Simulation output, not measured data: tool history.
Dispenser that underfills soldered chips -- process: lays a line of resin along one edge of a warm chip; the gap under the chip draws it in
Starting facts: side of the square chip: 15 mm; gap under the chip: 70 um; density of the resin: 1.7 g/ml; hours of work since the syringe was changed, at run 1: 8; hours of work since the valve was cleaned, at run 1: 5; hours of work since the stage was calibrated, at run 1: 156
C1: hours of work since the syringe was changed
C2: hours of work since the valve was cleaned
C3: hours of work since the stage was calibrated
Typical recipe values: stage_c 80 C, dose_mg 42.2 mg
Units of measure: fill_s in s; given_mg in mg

run 1 hour=0 | stage_c=80 dose_mg=42.2 | C1=8 C2=5 C3=156 | fill_s=386.7 given_mg=42.07
-- hour=5.8 new syringe of resin
run 2 hour=9.4 | stage_c=80 dose_mg=42.2 | C1=2 C2=11 C3=162 | fill_s=271.9 given_mg=41.86
run 3 hour=18.3 | stage_c=84 dose_mg=42.2 | C1=8 C2=16 C3=167 | fill_s=329.3 given_mg=41.63
-- hour=23.3 new syringe of resin
run 4 hour=29 | stage_c=80 dose_mg=42.2 | C1=4 C2=23 C3=174 | fill_s=295.8 given_mg=41.61
run 5 hour=38.8 | stage_c=80 dose_mg=42.2 | C1=10 C2=29 C3=180 | fill_s=437.3 given_mg=41.47
-- hour=40.8 new syringe of resin
run 6 hour=47.1 | stage_c=80 dose_mg=42.2 | C1=4 C2=34 C3=185 | fill_s=307.6 given_mg=41.42
run 7 hour=57.4 | stage_c=80 dose_mg=42.2 | C1=10 C2=40 C3=192 | fill_s=465.5 given_mg=41.29
-- hour=59.2 new syringe of resin
-- hour=61.1 dispensing valve cleaned and set on the balance
run 8 hour=66 | stage_c=80 dose_mg=42.2 | C1=4 C2=3 C3=196 | fill_s=289.7 given_mg=42.27
run 9 hour=71.9 | stage_c=81 dose_mg=42.2 | C1=7 C2=7 C3=200 | fill_s=358 given_mg=42.08
-- hour=77.9 new syringe of resin
run 10 hour=78.5 | stage_c=80 dose_mg=42.2 | C1=0 C2=11 C3=204 | fill_s=241 given_mg=42.02
run 11 hour=85.6 | stage_c=80 dose_mg=42.2 | C1=5 C2=15 C3=208 | fill_s=321.4 given_mg=41.93
run 12 hour=94.6 | stage_c=80 dose_mg=42.2 | C1=10 C2=21 C3=214 | fill_s=465.9 given_mg=41.74
-- hour=96 new syringe of resin
run 13 hour=103.3 | stage_c=80 dose_mg=42.2 | C1=5 C2=26 C3=219 | fill_s=315.9 given_mg=41.65
-- hour=113.8 new syringe of resin
run 14 hour=115.6 | stage_c=80 dose_mg=42.2 | C1=1 C2=34 C3=227 | fill_s=251.6 given_mg=41.63
run 15 hour=123.9 | stage_c=80 dose_mg=42.2 | C1=6 C2=39 C3=232 | fill_s=345.7 given_mg=41.5
-- hour=129.9 dispensing valve cleaned and set on the balance
-- hour=132.5 new syringe of resin
run 16 hour=135.6 | stage_c=71 dose_mg=42.2 | C1=2 C2=3 C3=239 | fill_s=397 given_mg=42.15
run 17 hour=144.6 | stage_c=80 dose_mg=42.2 | C1=8 C2=9 C3=244 | fill_s=373.4 given_mg=42.07
-- hour=150.8 new syringe of resin
run 18 hour=153.1 | stage_c=88 dose_mg=36.8 | C1=1 C2=14 C3=249 | fill_s=179.8 given_mg=36.56
run 19 hour=164.9 | stage_c=88 dose_mg=36.8 | C1=9 C2=22 C3=257 | fill_s=288 given_mg=36.5
-- hour=169.1 new syringe of resin
run 20 hour=175.8 | stage_c=71 dose_mg=37 | C1=4 C2=28 C3=263 | fill_s=471.8 given_mg=36.47
-- hour=186.9 new syringe of resin
run 21 hour=188.7 | stage_c=95 dose_mg=41.7 | C1=1 C2=36 C3=271 | fill_s=124.1 given_mg=40.99
run 22 hour=196.3 | stage_c=72 dose_mg=41.7 | C1=6 C2=41 C3=276 | fill_s=497 given_mg=40.95
-- hour=199 dispensing valve cleaned and set on the balance
-- hour=205.5 new syringe of resin
run 23 hour=209.1 | stage_c=76 dose_mg=46.3 | C1=2 C2=6 C3=283 | fill_s=320.3 given_mg=46.34
run 24 hour=218.9 | stage_c=76 dose_mg=46.3 | C1=8 C2=12 C3=289 | fill_s=477.6 given_mg=46.2
-- hour=223.3 new syringe of resin
run 25 hour=228 | stage_c=79 dose_mg=52.1 | C1=3 C2=18 C3=295 | fill_s=293.4 given_mg=51.76
run 26 hour=234.3 | stage_c=79 dose_mg=52.1 | C1=7 C2=22 C3=299 | fill_s=372.3 given_mg=51.65
-- hour=241.5 new syringe of resin
run 27 hour=245.6 | stage_c=93 dose_mg=36.9 | C1=3 C2=29 C3=306 | fill_s=146.9 given_mg=36.48
run 28 hour=257.7 | stage_c=76 dose_mg=51.2 | C1=10 C2=36 C3=313 | fill_s=504 given_mg=50.49
-- hour=259.3 new syringe of resin
run 29 hour=263.3 | stage_c=77 dose_mg=44.6 | C1=3 C2=40 C3=317 | fill_s=305.8 given_mg=43.82
-- hour=268.1 dispensing valve cleaned and set on the balance
run 30 hour=276.2 | stage_c=77 dose_mg=44.6 | C1=10 C2=5 C3=324 | fill_s=481.5 given_mg=44.56
-- hour=278.7 new syringe of resin
run 31 hour=287.6 | stage_c=77 dose_mg=44.6 | C1=6 C2=12 C3=331 | fill_s=370.3 given_mg=44.31
-- hour=296.5 new syringe of resin
run 32 hour=297.6 | stage_c=69 dose_mg=40.9 | C1=1 C2=18 C3=337 | fill_s=386.9 given_mg=40.5

Describe how what the log doesn't record of the tool's condition differs between the last listed run preceding each entry between runs and the first listed run following it.
Between runs 1 and 2: new syringe of resin (hour 5.8)
  resin's viscosity, % of fresh resin's: 164.8 -> 116.6; dose that the valve gives, % of what is set: 99.62 -> 99.3; true chip temperature over the reading, C: 1.17 -> 1.21
  measured result minus the result with no hidden state, fill_s: +138.7 -> +25 s; given_mg: -0.16 -> -0.29 mg
Between runs 3 and 4: new syringe of resin (hour 23.3)
  resin's viscosity, % of fresh resin's: 167.8 -> 125.2; dose that the valve gives, % of what is set: 99.01 -> 98.69; true chip temperature over the reading, C: 1.26 -> 1.31
  measured result minus the result with no hidden state, fill_s: +121.5 -> +44.8 s; given_mg: -0.42 -> -0.56 mg
Between runs 5 and 6: new syringe of resin (hour 40.8)
  resin's viscosity, % of fresh resin's: 187.2 -> 130; dose that the valve gives, % of what is set: 98.41 -> 98.15; true chip temperature over the reading, C: 1.35 -> 1.39
  measured result minus the result with no hidden state, fill_s: +188.8 -> +55.4 s; given_mg: -0.67 -> -0.78 mg
Between runs 7 and 8: new syringe of resin (hour 59.2); dispensing valve cleaned and set on the balance (hour 61.1)
  resin's viscosity, % of fresh resin's: 198 -> 125.7; dose that the valve gives, % of what is set: 97.83 -> 100.02; true chip temperature over the reading, C: 1.44 -> 1.47
  measured result minus the result with no hidden state, fill_s: +214.5 -> +42.2 s; given_mg: -0.92 -> +0.01 mg
Between runs 9 and 10: new syringe of resin (hour 77.9)
  resin's viscosity, % of fresh resin's: 160 -> 103.5; dose that the valve gives, % of what is set: 99.81 -> 99.62; true chip temperature over the reading, C: 1.5 -> 1.53
  measured result minus the result with no hidden state, fill_s: +117.8 -> -9.5 s; given_mg: -0.08 -> -0.16 mg
Between runs 12 and 13: new syringe of resin (hour 96)
  resin's viscosity, % of fresh resin's: 199.6 -> 134.5; dose that the valve gives, % of what is set: 99.11 -> 98.85; true chip temperature over the reading, C: 1.61 -> 1.65
  measured result minus the result with no hidden state, fill_s: +214 -> +62.2 s; given_mg: -0.37 -> -0.49 mg
Between runs 13 and 14: new syringe of resin (hour 113.8)
  resin's viscosity, % of fresh resin's: 134.5 -> 106.9; dose that the valve gives, % of what is set: 98.85 -> 98.45; true chip temperature over the reading, C: 1.65 -> 1.71
  measured result minus the result with no hidden state, fill_s: +62.2 -> -3.3 s; given_mg: -0.49 -> -0.65 mg
Between runs 15 and 16: dispensing valve cleaned and set on the balance (hour 129.9); new syringe of resin (hour 132.5)
  resin's viscosity, % of fresh resin's: 150 -> 112.8; dose that the valve gives, % of what is set: 98.21 -> 99.95; true chip temperature over the reading, C: 1.76 -> 1.8
  measured result minus the result with no hidden state, fill_s: +95.8 -> +11.8 s; given_mg: -0.76 -> -0.02 mg
Between runs 17 and 18: new syringe of resin (hour 150.8)
  resin's viscosity, % of fresh resin's: 162.8 -> 109.2; dose that the valve gives, % of what is set: 99.65 -> 99.41; true chip temperature over the reading, C: 1.85 -> 1.89
  measured result minus the result with no hidden state, fill_s: +123.1 -> +0.6 s; given_mg: -0.14 -> -0.22 mg
Between runs 19 and 20: new syringe of resin (hour 169.1)
  resin's viscosity, % of fresh resin's: 176.9 -> 131.5; dose that the valve gives, % of what is set: 99 -> 98.67; true chip temperature over the reading, C: 1.95 -> 2
  measured result minus the result with no hidden state, fill_s: +110.5 -> +76 s; given_mg: -0.37 -> -0.49 mg
Between runs 20 and 21: new syringe of resin (hour 186.9)
  resin's viscosity, % of fresh resin's: 131.5 -> 109; dose that the valve gives, % of what is set: 98.67 -> 98.26; true chip temperature over the reading, C: 2 -> 2.06
  measured result minus the result with no hidden state, fill_s: +76 -> -0.3 s; given_mg: -0.49 -> -0.73 mg
Between runs 22 and 23: dispensing valve cleaned and set on the balance (hour 199); new syringe of resin (hour 205.5)
  resin's viscosity, % of fresh resin's: 148.7 -> 117.8; dose that the valve gives, % of what is set: 98.02 -> 99.99; true chip temperature over the reading, C: 2.1 -> 2.16
  measured result minus the result with no hidden state, fill_s: +126.8 -> +18.1 s; given_mg: -0.83 -> +0 mg
Between runs 24 and 25: new syringe of resin (hour 223.3)
  resin's viscosity, % of fresh resin's: 176 -> 124; dose that the valve gives, % of what is set: 99.69 -> 99.4; true chip temperature over the reading, C: 2.21 -> 2.25
  measured result minus the result with no hidden state, fill_s: +175.4 -> +30 s; given_mg: -0.14 -> -0.31 mg
Between runs 26 and 27: new syringe of resin (hour 241.5)
  resin's viscosity, % of fresh resin's: 160.1 -> 116.7; dose that the valve gives, % of what is set: 99.22 -> 98.9; true chip temperature over the reading, C: 2.28 -> 2.33
  measured result minus the result with no hidden state, fill_s: +113 -> +7.7 s; given_mg: -0.41 -> -0.4 mg
Between runs 28 and 29: new syringe of resin (hour 259.3)
  resin's viscosity, % of fresh resin's: 191.4 -> 119; dose that the valve gives, % of what is set: 98.52 -> 98.35; true chip temperature over the reading, C: 2.39 -> 2.42
  measured result minus the result with no hidden state, fill_s: +208.1 -> +17.3 s; given_mg: -0.75 -> -0.73 mg
Between runs 29 and 30: dispensing valve cleaned and set on the balance (hour 268.1)
  resin's viscosity, % of fresh resin's: 119 -> 193.1; dose that the valve gives, % of what is set: 98.35 -> 99.78; true chip temperature over the reading, C: 2.42 -> 2.48
  measured result minus the result with no hidden state, fill_s: +17.3 -> +200.2 s; given_mg: -0.73 -> -0.1 mg
Between runs 30 and 31: new syringe of resin (hour 278.7)
  resin's viscosity, % of fresh resin's: 193.1 -> 144.8; dose that the valve gives, % of what is set: 99.78 -> 99.45; true chip temperature over the reading, C: 2.48 -> 2.54
  measured result minus the result with no hidden state, fill_s: +200.2 -> +81.3 s; given_mg: -0.1 -> -0.25 mg
Between runs 31 and 32: new syringe of resin (hour 296.5)
  resin's viscosity, % of fresh resin's: 144.8 -> 103.7; dose that the valve gives, % of what is set: 99.45 -> 99.14; true chip temperature over the reading, C: 2.54 -> 2.59
  measured result minus the result with no hidden state, fill_s: +81.3 -> -37.9 s; given_mg: -0.25 -> -0.35 mg
